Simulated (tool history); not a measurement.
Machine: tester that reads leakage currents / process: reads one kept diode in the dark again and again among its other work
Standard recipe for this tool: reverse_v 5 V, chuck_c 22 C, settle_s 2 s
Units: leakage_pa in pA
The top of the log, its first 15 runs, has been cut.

run    hour  reverse_v  chuck_c  settle_s  leakage_pa
 16  2224.8        3.7       22         2      114.71
     2278.5  -- chuck's temperature calibrated
 17    2355        3.7       23         2      126.78
 18  2471.9        3.7       23         2      126.37
 19  2657.4        3.7       23         2      126.78
 20  2779.2          5       22      4.75      134.61
 21  2905.4          5       22      4.75      134.83
 22  3095.6       1.23       21      5.02       57.46
     3170.6  -- chuck's temperature calibrated
 23  3248.7       2.66       22      2.06       95.61

Run 24 has not been measured yet. What should we expect?
 24  3369.7       6.51       22         2           ?

{"run 24": {"leakage_pa": 155.62}}
If the tool had no hidden condition, the same run with the same run-to-run variation would have returned leakage_pa 155.62 pA.
